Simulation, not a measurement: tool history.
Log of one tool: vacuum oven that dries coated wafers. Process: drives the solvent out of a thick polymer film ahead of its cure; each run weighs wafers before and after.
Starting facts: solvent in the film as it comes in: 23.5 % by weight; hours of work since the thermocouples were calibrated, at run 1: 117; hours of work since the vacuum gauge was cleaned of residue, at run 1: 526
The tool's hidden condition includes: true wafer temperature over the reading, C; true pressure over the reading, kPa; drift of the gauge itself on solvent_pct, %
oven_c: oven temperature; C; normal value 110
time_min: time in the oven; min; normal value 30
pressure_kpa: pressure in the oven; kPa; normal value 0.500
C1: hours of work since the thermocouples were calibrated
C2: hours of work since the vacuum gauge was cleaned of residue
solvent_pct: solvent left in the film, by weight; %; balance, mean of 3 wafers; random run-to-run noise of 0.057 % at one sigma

{"run": 1, "hour": 0.0, "oven_c": 110, "time_min": 30, "pressure_kpa": 0.5, "C1": 117, "C2": 526, "solvent_pct": 3.05}
{"run": 2, "hour": 52.4, "oven_c": 110, "time_min": 30, "pressure_kpa": 0.5, "C1": 149, "C2": 559, "solvent_pct": 3.04}
{"run": 3, "hour": 76.6, "oven_c": 110, "time_min": 30, "pressure_kpa": 0.5, "C1": 164, "C2": 574, "solvent_pct": 3.09}
{"run": 4, "hour": 108.0, "oven_c": 100, "time_min": 30, "pressure_kpa": 0.5, "C1": 184, "C2": 593, "solvent_pct": 5.53}
{"run": 5, "hour": 143.8, "oven_c": 100, "time_min": 30, "pressure_kpa": 0.5, "C1": 206, "C2": 615, "solvent_pct": 5.47}
{"run": 6, "hour": 172.0, "oven_c": 110, "time_min": 30, "pressure_kpa": 0.5, "C1": 223, "C2": 633, "solvent_pct": 3.05}
{"run": 7, "hour": 207.2, "oven_c": 110, "time_min": 30, "pressure_kpa": 0.5, "C1": 245, "C2": 654, "solvent_pct": 3.19}
{"run": 8, "hour": 236.7, "oven_c": 110, "time_min": 30, "pressure_kpa": 1.995, "C1": 263, "C2": 673, "solvent_pct": 6.29}
{"run": 9, "hour": 262.6, "oven_c": 110, "time_min": 30, "pressure_kpa": 0.5, "C1": 279, "C2": 689, "solvent_pct": 3.17}
{"run": 10, "hour": 297.6, "oven_c": 110, "time_min": 30, "pressure_kpa": 0.5, "C1": 301, "C2": 710, "solvent_pct": 3.08}
{"run": 11, "hour": 329.3, "oven_c": 110, "time_min": 30, "pressure_kpa": 0.5, "C1": 320, "C2": 730, "solvent_pct": 3.19}
{"run": 12, "hour": 362.7, "oven_c": 110, "time_min": 30, "pressure_kpa": 0.5, "C1": 341, "C2": 750, "solvent_pct": 3.09}
{"run": 13, "hour": 412.3, "oven_c": 110, "time_min": 20, "pressure_kpa": 0.5, "C1": 372, "C2": 781, "solvent_pct": 5.18}
{"run": 14, "hour": 453.2, "oven_c": 110, "time_min": 20, "pressure_kpa": 0.5, "C1": 397, "C2": 806, "solvent_pct": 5.17}
{"run": 15, "hour": 479.1, "oven_c": 110, "time_min": 20, "pressure_kpa": 0.5, "C1": 413, "C2": 822, "solvent_pct": 5.19}
{"run": 16, "hour": 522.5, "oven_c": 110, "time_min": 20, "pressure_kpa": 0.5, "C1": 440, "C2": 849, "solvent_pct": 5.24}
{"run": 17, "hour": 548.9, "oven_c": 96, "time_min": 23, "pressure_kpa": 0.316, "C1": 456, "C2": 865, "solvent_pct": 8.07}
{"hour": 553.0, "done": "vacuum gauge cleaned of residue and calibrated"}
{"run": 18, "hour": 576.2, "oven_c": 119, "time_min": 30, "pressure_kpa": 0.5, "C1": 472, "C2": 14, "solvent_pct": 2.04}
{"run": 19, "hour": 606.2, "oven_c": 118, "time_min": 30, "pressure_kpa": 0.711, "C1": 490, "C2": 33, "solvent_pct": 2.51}
{"run": 20, "hour": 656.2, "oven_c": 118, "time_min": 15, "pressure_kpa": 0.495, "C1": 521, "C2": 64, "solvent_pct": 5.28}
{"run": 21, "hour": 692.5, "oven_c": 101, "time_min": 24, "pressure_kpa": 0.5, "C1": 544, "C2": 86, "solvent_pct": 7.15}
{"run": 22, "hour": 719.2, "oven_c": 101, "time_min": 24, "pressure_kpa": 0.5, "C1": 560, "C2": 103, "solvent_pct": 7.31}
{"hour": 736.1, "done": "vacuum gauge cleaned of residue and calibrated, once more"}
{"run": 23, "hour": 778.1, "oven_c": 119, "time_min": 30, "pressure_kpa": 0.5, "C1": 596, "C2": 26, "solvent_pct": 1.66}
{"run": 24, "hour": 816.8, "oven_c": 110, "time_min": 30, "pressure_kpa": 1.465, "C1": 620, "C2": 50, "solvent_pct": 5.06}
{"run": 25, "hour": 872.8, "oven_c": 118, "time_min": 30, "pressure_kpa": 0.393, "C1": 654, "C2": 84, "solvent_pct": 1.64}
{"run": 26, "hour": 902.7, "oven_c": 117, "time_min": 15, "pressure_kpa": 0.5, "C1": 673, "C2": 103, "solvent_pct": 5.08}
{"run": 27, "hour": 957.5, "oven_c": 117, "time_min": 15, "pressure_kpa": 0.5, "C1": 707, "C2": 137, "solvent_pct": 5.01}
{"run": 28, "hour": 999.5, "oven_c": 109, "time_min": 15, "pressure_kpa": 1.529, "C1": 733, "C2": 163, "solvent_pct": 9.11}

4 options for the next run, each taken on its own from the tool as it stands now. Forecast them:
{"run": "A", "hour": 1046.8, "oven_c": 106, "time_min": 18, "pressure_kpa": 1.763, "C1": 762, "C2": 192, "solvent_pct": "?"}
{"run": "B", "hour": 1046.8, "oven_c": 106, "time_min": 15, "pressure_kpa": 1.529, "C1": 762, "C2": 192, "solvent_pct": "?"}
{"run": "C", "hour": 1046.8, "oven_c": 109, "time_min": 30, "pressure_kpa": 1.382, "C1": 762, "C2": 192, "solvent_pct": "?"}
{"run": "D", "hour": 1046.8, "oven_c": 119, "time_min": 48, "pressure_kpa": 0.927, "C1": 762, "C2": 192, "solvent_pct": "?"}

run=A solvent_pct=9.50
run=B solvent_pct=10.15
run=C solvent_pct=5.28
run=D solvent_pct=1.74
What these runs would have given with no unlogged condition in the tool:
run=A solvent_pct=9.02
run=B solvent_pct=9.69
run=C solvent_pct=4.89
run=D solvent_pct=1.60
